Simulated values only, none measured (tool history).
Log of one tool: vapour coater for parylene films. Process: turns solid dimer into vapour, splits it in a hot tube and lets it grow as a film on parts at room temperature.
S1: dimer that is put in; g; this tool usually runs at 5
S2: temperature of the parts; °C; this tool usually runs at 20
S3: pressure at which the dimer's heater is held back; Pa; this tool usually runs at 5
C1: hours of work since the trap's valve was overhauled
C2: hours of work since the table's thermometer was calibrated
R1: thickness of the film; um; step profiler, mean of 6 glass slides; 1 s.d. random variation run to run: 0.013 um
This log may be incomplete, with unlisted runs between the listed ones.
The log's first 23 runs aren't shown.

run	hour	S1	S2	S3	C1	C2	R1
24	1385.8	6	29	5.55	333	250	3.47
25	1435.9	6	29	5.55	370	287	3.47
26	1504.7	8	29	3.92	421	338	4.8
# hour 1525.4: table's thermometer calibrated, once more
27	1578.5	8	29	3.92	474	39	4.7
28	1618.7	8	29	3.92	504	69	4.67
29	1658.9	2	16	7.17	534	99	1.86
# hour 1677.4: trap's valve overhauled
30	1734.3	2	16	7.17	42	151	1.99
31	1795.5	7	12	7.17	87	196	7.69
32	1832.8	5	29	5.34	115	224	2.94
33	1920.5	4	26	3.36	179	289	2.81

What if the next run were any one of these 3? Each begins from the tool's condition after run 33:
A	2007.2	5	17	5	243	353	?
B	2007.2	7	12	7.26	243	353	?
C	2007.2	5	31	3.4	243	353	?

run	R1
A	4.84
B	7.6
C	2.8
The same runs, with their run-to-run variation unchanged, on a tool lacking any hidden condition would have given:
run	R1
A	4.92
B	7.82
C	2.85
